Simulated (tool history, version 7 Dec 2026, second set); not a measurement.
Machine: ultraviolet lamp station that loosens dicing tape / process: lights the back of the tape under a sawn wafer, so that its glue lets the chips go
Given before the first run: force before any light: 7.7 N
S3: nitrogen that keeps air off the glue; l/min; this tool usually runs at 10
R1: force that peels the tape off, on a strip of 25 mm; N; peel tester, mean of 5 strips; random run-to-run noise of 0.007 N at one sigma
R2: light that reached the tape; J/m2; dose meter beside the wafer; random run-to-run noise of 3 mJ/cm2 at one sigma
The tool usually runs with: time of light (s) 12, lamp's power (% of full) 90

{"run": 1, "hour": 0.0, "time of light (s)": 12, "lamp's power (% of full)": 90, "S3": 10, "R1": 0.232, "R2": 4480}
{"run": 2, "hour": 9.1, "time of light (s)": 12, "lamp's power (% of full)": 90, "S3": 10, "R1": 0.245, "R2": 4480}
{"run": 3, "hour": 22.9, "time of light (s)": 12, "lamp's power (% of full)": 90, "S3": 10, "R1": 0.245, "R2": 4480}
{"run": 4, "hour": 33.4, "time of light (s)": 12, "lamp's power (% of full)": 90, "S3": 10, "R1": 0.238, "R2": 4550}
{"run": 5, "hour": 46.3, "time of light (s)": 12, "lamp's power (% of full)": 90, "S3": 10, "R1": 0.239, "R2": 4530}
{"run": 6, "hour": 57.2, "time of light (s)": 12, "lamp's power (% of full)": 90, "S3": 15, "R1": 0.204, "R2": 4480}
{"run": 7, "hour": 68.4, "time of light (s)": 12, "lamp's power (% of full)": 90, "S3": 10, "R1": 0.249, "R2": 4480}
{"run": 8, "hour": 82.6, "time of light (s)": 12, "lamp's power (% of full)": 90, "S3": 10, "R1": 0.23, "R2": 4450}
{"run": 9, "hour": 96.3, "time of light (s)": 12, "lamp's power (% of full)": 90, "S3": 10, "R1": 0.238, "R2": 4470}
{"run": 10, "hour": 103.6, "time of light (s)": 12, "lamp's power (% of full)": 90, "S3": 7, "R1": 0.306, "R2": 4450}
{"run": 11, "hour": 116.9, "time of light (s)": 12, "lamp's power (% of full)": 90, "S3": 10, "R1": 0.236, "R2": 4490}
{"run": 12, "hour": 126.7, "time of light (s)": 12, "lamp's power (% of full)": 90, "S3": 9, "R1": 0.271, "R2": 4460}
{"run": 13, "hour": 140.1, "time of light (s)": 12, "lamp's power (% of full)": 90, "S3": 10, "R1": 0.245, "R2": 4480}
{"run": 14, "hour": 151.4, "time of light (s)": 12, "lamp's power (% of full)": 90, "S3": 10, "R1": 0.244, "R2": 4470}
{"run": 15, "hour": 165.8, "time of light (s)": 12, "lamp's power (% of full)": 90, "S3": 10, "R1": 0.239, "R2": 4530}
{"run": 16, "hour": 180.1, "time of light (s)": 12, "lamp's power (% of full)": 90, "S3": 10, "R1": 0.246, "R2": 4490}
{"run": 17, "hour": 190.1, "time of light (s)": 8, "lamp's power (% of full)": 90, "S3": 10, "R1": 0.618, "R2": 3010}
{"run": 18, "hour": 203.7, "time of light (s)": 8, "lamp's power (% of full)": 90, "S3": 10, "R1": 0.643, "R2": 3020}
{"run": 19, "hour": 212.8, "time of light (s)": 8, "lamp's power (% of full)": 89, "S3": 10, "R1": 0.654, "R2": 3020}
{"run": 20, "hour": 228.1, "time of light (s)": 8, "lamp's power (% of full)": 89, "S3": 10, "R1": 0.659, "R2": 2950}
{"run": 21, "hour": 242.8, "time of light (s)": 10, "lamp's power (% of full)": 90, "S3": 10, "R1": 0.372, "R2": 3740}
{"run": 22, "hour": 253.1, "time of light (s)": 10, "lamp's power (% of full)": 90, "S3": 10, "R1": 0.374, "R2": 3730}
{"run": 23, "hour": 268.8, "time of light (s)": 10, "lamp's power (% of full)": 90, "S3": 10, "R1": 0.371, "R2": 3750}
{"run": 24, "hour": 280.0, "time of light (s)": 7, "lamp's power (% of full)": 90, "S3": 10, "R1": 0.836, "R2": 2600}
{"run": 25, "hour": 291.3, "time of light (s)": 7, "lamp's power (% of full)": 90, "S3": 10, "R1": 0.846, "R2": 2580}
{"run": 26, "hour": 302.4, "time of light (s)": 8, "lamp's power (% of full)": 73, "S3": 4, "R1": 1.527, "R2": 2440}
{"run": 27, "hour": 309.8, "time of light (s)": 11, "lamp's power (% of full)": 73, "S3": 14, "R1": 0.41, "R2": 3340}
{"run": 28, "hour": 322.0, "time of light (s)": 18, "lamp's power (% of full)": 67, "S3": 10, "R1": 0.189, "R2": 5060}
{"run": 29, "hour": 329.5, "time of light (s)": 14, "lamp's power (% of full)": 90, "S3": 9, "R1": 0.179, "R2": 5280}
{"run": 30, "hour": 347.1, "time of light (s)": 14, "lamp's power (% of full)": 90, "S3": 4, "R1": 0.297, "R2": 5270}
{"run": 31, "hour": 362.5, "time of light (s)": 15, "lamp's power (% of full)": 86, "S3": 17, "R1": 0.145, "R2": 5440}
{"run": 32, "hour": 376.1, "time of light (s)": 15, "lamp's power (% of full)": 86, "S3": 17, "R1": 0.142, "R2": 5300}
{"run": 33, "hour": 389.9, "time of light (s)": 15, "lamp's power (% of full)": 86, "S3": 17, "R1": 0.142, "R2": 5390}
{"run": 34, "hour": 404.8, "time of light (s)": 19, "lamp's power (% of full)": 72, "S3": 4, "R1": 0.251, "R2": 5650}
{"run": 35, "hour": 421.5, "time of light (s)": 19, "lamp's power (% of full)": 72, "S3": 4, "R1": 0.242, "R2": 5650}
{"run": 36, "hour": 433.8, "time of light (s)": 19, "lamp's power (% of full)": 72, "S3": 4, "R1": 0.238, "R2": 5700}
{"run": 37, "hour": 443.2, "time of light (s)": 12, "lamp's power (% of full)": 90, "S3": 16, "R1": 0.193, "R2": 4520}
{"run": 38, "hour": 458.4, "time of light (s)": 12, "lamp's power (% of full)": 90, "S3": 16, "R1": 0.208, "R2": 4510}
{"run": 39, "hour": 473.6, "time of light (s)": 18, "lamp's power (% of full)": 90, "S3": 10, "R1": 0.127, "R2": 6770}
{"run": 40, "hour": 486.6, "time of light (s)": 18, "lamp's power (% of full)": 90, "S3": 10, "R1": 0.132, "R2": 6770}
{"run": 41, "hour": 503.2, "time of light (s)": 18, "lamp's power (% of full)": 90, "S3": 10, "R1": 0.13, "R2": 6730}
{"run": 42, "hour": 518.6, "time of light (s)": 23, "lamp's power (% of full)": 83, "S3": 6, "R1": 0.133, "R2": 7970}

Removed from this log: 2 entries logged between the listed runs. Between which two listed runs does each belong, and how does the tool's hidden state at the listed run before it compare with that at the listed run after it?
Run 17 -> run 18: window cleaned of glue's vapour (hour 200.6)
  light that the window lets through, % of a clean one's: 99.9 -> 100
Run 39 -> run 40: window cleaned of glue's vapour (hour 485.9)
  light that the window lets through, % of a clean one's: 99.9 -> 100
